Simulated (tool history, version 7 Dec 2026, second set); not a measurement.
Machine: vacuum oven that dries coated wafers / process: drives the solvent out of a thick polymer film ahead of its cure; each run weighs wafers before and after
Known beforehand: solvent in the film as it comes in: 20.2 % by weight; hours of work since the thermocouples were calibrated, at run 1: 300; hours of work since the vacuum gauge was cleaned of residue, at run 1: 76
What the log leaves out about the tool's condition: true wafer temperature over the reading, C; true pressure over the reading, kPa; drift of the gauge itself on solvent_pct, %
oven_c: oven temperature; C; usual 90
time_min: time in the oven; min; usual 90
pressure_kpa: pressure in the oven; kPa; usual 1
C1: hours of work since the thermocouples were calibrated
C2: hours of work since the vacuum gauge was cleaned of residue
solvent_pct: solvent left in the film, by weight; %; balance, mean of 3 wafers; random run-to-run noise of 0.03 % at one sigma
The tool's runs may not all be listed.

run 1 hour=0 | oven_c=90 time_min=90 pressure_kpa=1 | C1=300 C2=76 | solvent_pct=2.64
run 2 hour=43.7 | oven_c=90 time_min=90 pressure_kpa=1 | C1=331 C2=108 | solvent_pct=2.7
run 3 hour=97.2 | oven_c=90 time_min=90 pressure_kpa=1 | C1=369 C2=146 | solvent_pct=2.68
run 4 hour=139.8 | oven_c=86 time_min=90 pressure_kpa=1 | C1=400 C2=177 | solvent_pct=3.85
run 5 hour=167 | oven_c=86 time_min=90 pressure_kpa=1 | C1=419 C2=196 | solvent_pct=3.86
run 6 hour=205.4 | oven_c=86 time_min=90 pressure_kpa=0.89 | C1=447 C2=224 | solvent_pct=3.72
run 7 hour=258.4 | oven_c=90 time_min=90 pressure_kpa=1 | C1=485 C2=262 | solvent_pct=2.8
run 8 hour=314.7 | oven_c=90 time_min=90 pressure_kpa=1 | C1=525 C2=302 | solvent_pct=2.76
run 9 hour=366.7 | oven_c=90 time_min=90 pressure_kpa=1 | C1=562 C2=339 | solvent_pct=2.87
run 10 hour=397.8 | oven_c=90 time_min=90 pressure_kpa=0.6 | C1=585 C2=362 | solvent_pct=2.38
run 11 hour=446.5 | oven_c=90 time_min=61 pressure_kpa=1.01 | C1=620 C2=396 | solvent_pct=4.53
run 12 hour=471.1 | oven_c=87 time_min=90 pressure_kpa=1.52 | C1=637 C2=414 | solvent_pct=4.25
run 13 hour=523.8 | oven_c=90 time_min=118 pressure_kpa=0.81 | C1=675 C2=452 | solvent_pct=1.86
run 14 hour=556.9 | oven_c=105 time_min=90 pressure_kpa=0.6 | C1=699 C2=475 | solvent_pct=0.6
run 15 hour=610.3 | oven_c=105 time_min=90 pressure_kpa=0.6 | C1=737 C2=514 | solvent_pct=0.61
run 16 hour=635.1 | oven_c=103 time_min=90 pressure_kpa=1.77 | C1=755 C2=532 | solvent_pct=1.55
run 17 hour=683.7 | oven_c=103 time_min=57 pressure_kpa=1.77 | C1=790 C2=566 | solvent_pct=2.24
run 18 hour=709.2 | oven_c=101 time_min=50 pressure_kpa=1.78 | C1=808 C2=585 | solvent_pct=3.21

Forecast each of these 3 alternatives for the next run:
run A hour=750 | oven_c=77 time_min=90 pressure_kpa=1.78 | C1=837 C2=614 | solvent_pct=?
run B hour=750 | oven_c=90 time_min=56 pressure_kpa=1 | C1=837 C2=614 | solvent_pct=?
run C hour=750 | oven_c=90 time_min=105 pressure_kpa=3.68 | C1=837 C2=614 | solvent_pct=?

run=A solvent_pct=8.39
run=B solvent_pct=5.18
run=C solvent_pct=5.38
What these runs would have given with no unlogged condition in the tool:
run=A solvent_pct=7.61
run=B solvent_pct=4.57
run=C solvent_pct=4.81
